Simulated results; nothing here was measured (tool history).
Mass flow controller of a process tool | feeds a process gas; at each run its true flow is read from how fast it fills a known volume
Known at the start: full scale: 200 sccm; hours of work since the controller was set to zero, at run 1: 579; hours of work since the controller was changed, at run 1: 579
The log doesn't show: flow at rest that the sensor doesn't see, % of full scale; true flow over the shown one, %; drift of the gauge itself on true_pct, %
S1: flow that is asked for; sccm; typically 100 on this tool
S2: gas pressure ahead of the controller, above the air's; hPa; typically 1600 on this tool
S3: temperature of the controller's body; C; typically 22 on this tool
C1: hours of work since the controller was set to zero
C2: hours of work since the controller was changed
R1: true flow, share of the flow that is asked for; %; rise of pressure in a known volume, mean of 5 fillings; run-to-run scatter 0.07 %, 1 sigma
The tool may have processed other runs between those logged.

{"run": 1, "hour": 0.0, "S1": 100, "S2": 1600, "S3": 22, "C1": 579, "C2": 579, "R1": 98.77}
{"run": 2, "hour": 153.0, "S1": 100, "S2": 1600, "S3": 22, "C1": 668, "C2": 668, "R1": 99}
{"run": 3, "hour": 292.0, "S1": 100, "S2": 1600, "S3": 22, "C1": 749, "C2": 749, "R1": 98.99}
{"run": 4, "hour": 451.0, "S1": 100, "S2": 1600, "S3": 30, "C1": 842, "C2": 842, "R1": 98.45}
{"run": 5, "hour": 542.5, "S1": 100, "S2": 1600, "S3": 30, "C1": 896, "C2": 896, "R1": 98.54}
{"run": 6, "hour": 646.8, "S1": 100, "S2": 1600, "S3": 30, "C1": 957, "C2": 957, "R1": 98.44}
{"run": 7, "hour": 771.8, "S1": 100, "S2": 1600, "S3": 30, "C1": 1030, "C2": 1030, "R1": 98.38}
{"run": 8, "hour": 907.1, "S1": 100, "S2": 1600, "S3": 30, "C1": 1109, "C2": 1109, "R1": 98.51}
{"run": 9, "hour": 1011.8, "S1": 43, "S2": 2720, "S3": 37, "C1": 1170, "C2": 1170, "R1": 96}

Run 10 is up next; what results do you expect?
{"run": 10, "hour": 1088.0, "S1": 43, "S2": 2720, "S3": 37, "C1": 1215, "C2": 1215, "R1": "?"}

R1: 96.07 %
The same run, on a tool lacking any hidden state, would have yielded R1 96.29 %.
